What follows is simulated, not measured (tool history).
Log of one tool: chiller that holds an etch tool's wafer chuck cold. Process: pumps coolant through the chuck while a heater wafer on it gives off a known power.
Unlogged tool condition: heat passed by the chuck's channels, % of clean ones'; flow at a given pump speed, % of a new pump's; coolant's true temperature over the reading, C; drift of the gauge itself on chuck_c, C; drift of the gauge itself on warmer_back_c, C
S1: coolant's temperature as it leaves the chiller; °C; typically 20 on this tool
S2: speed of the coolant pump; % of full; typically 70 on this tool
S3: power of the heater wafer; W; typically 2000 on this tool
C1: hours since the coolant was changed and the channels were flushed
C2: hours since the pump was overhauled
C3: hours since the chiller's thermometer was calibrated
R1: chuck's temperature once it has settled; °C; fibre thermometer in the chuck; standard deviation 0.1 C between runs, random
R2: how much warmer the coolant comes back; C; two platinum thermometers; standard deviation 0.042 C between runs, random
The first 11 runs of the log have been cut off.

run 12 hour=383.8 | S1=20 S2=70 S3=2624 | C1=2704 C2=2212 C3=1061 | R1=47.2 R2=12.89
run 13 hour=409.3 | S1=11 S2=70 S3=2624 | C1=2730 C2=2237 C3=1087 | R1=38.3 R2=12.80
run 14 hour=460.8 | S1=18 S2=70 S3=2000 | C1=2781 C2=2289 C3=1138 | R1=38.7 R2=9.87
run 15 hour=507.2 | S1=18 S2=70 S3=2000 | C1=2828 C2=2335 C3=1185 | R1=38.8 R2=9.92
run 16 hour=556.8 | S1=18 S2=70 S3=2000 | C1=2877 C2=2385 C3=1234 | R1=38.6 R2=9.89
run 17 hour=589.8 | S1=25 S2=70 S3=2000 | C1=2910 C2=2418 C3=1267 | R1=45.7 R2=9.95
run 18 hour=633.1 | S1=18 S2=85 S3=1027 | C1=2954 C2=2461 C3=1311 | R1=27.2 R2=4.37
run 19 hour=685.7 | S1=11 S2=80 S3=1298 | C1=3006 C2=2513 C3=1363 | R1=23.3 R2=5.80
run 20 hour=724.5 | S1=12 S2=80 S3=1314 | C1=3045 C2=2552 C3=1402 | R1=24.1 R2=5.84
run 21 hour=767.9 | S1=12 S2=84 S3=1131 | C1=3088 C2=2596 C3=1445 | R1=22.3 R2=4.90
run 22 hour=809.0 | S1=24 S2=91 S3=1700 | C1=3130 C2=2637 C3=1486 | R1=38.4 R2=6.68
run 23 hour=858.0 | S1=13 S2=91 S3=1700 | C1=3179 C2=2686 C3=1535 | R1=27.3 R2=6.68
run 24 hour=891.1 | S1=10 S2=66 S3=1931 | C1=3212 C2=2719 C3=1569 | R1=31.1 R2=10.23
run 25 hour=920.3 | S1=18 S2=62 S3=1993 | C1=3241 C2=2748 C3=1598 | R1=40.8 R2=11.28
run 26 hour=968.6 | S1=12 S2=63 S3=1993 | C1=3289 C2=2796 C3=1646 | R1=34.6 R2=11.08
run 27 hour=1002.7 | S1=12 S2=63 S3=1993 | C1=3323 C2=2830 C3=1680 | R1=34.6 R2=11.19
run 28 hour=1034.2 | S1=20 S2=76 S3=2095 | C1=3355 C2=2862 C3=1712 | R1=40.3 R2=9.73
run 29 hour=1072.6 | S1=23 S2=98 S3=1377 | C1=3393 C2=2900 C3=1750 | R1=34.0 R2=5.15
run 30 hour=1100.5 | S1=20 S2=70 S3=1953 | C1=3421 C2=2928 C3=1778 | R1=40.4 R2=9.91
-- hour=1123.6 gauge calibrated
run 31 hour=1139.9 | S1=24 S2=81 S3=2025 | C1=3460 C2=2968 C3=1817 | R1=42.7 R2=8.50
run 32 hour=1183.2 | S1=12 S2=66 S3=2000 | C1=3504 C2=3011 C3=1861 | R1=33.7 R2=10.37
run 33 hour=1205.1 | S1=12 S2=91 S3=1342 | C1=3526 C2=3033 C3=1882 | R1=23.4 R2=5.06

Each row is a separate what-if for the run after 33, all from the same tool condition, not one after another. Results?
run A hour=1236.6 | S1=15 S2=65 S3=1494 | C1=3557 C2=3064 C3=1914 | R1=? R2=?
run B hour=1236.6 | S1=11 S2=66 S3=1342 | C1=3557 C2=3064 C3=1914 | R1=? R2=?
run C hour=1236.6 | S1=20 S2=70 S3=1174 | C1=3557 C2=3064 C3=1914 | R1=? R2=?

run=A R1=31.5 R2=7.86
run=B R1=25.8 R2=6.92
run=C R1=32.1 R2=5.77
Without the tool's hidden state the same runs would have given:
run=A R1=31.5 R2=7.81
run=B R1=25.7 R2=6.87
run=C R1=32.1 R2=5.72

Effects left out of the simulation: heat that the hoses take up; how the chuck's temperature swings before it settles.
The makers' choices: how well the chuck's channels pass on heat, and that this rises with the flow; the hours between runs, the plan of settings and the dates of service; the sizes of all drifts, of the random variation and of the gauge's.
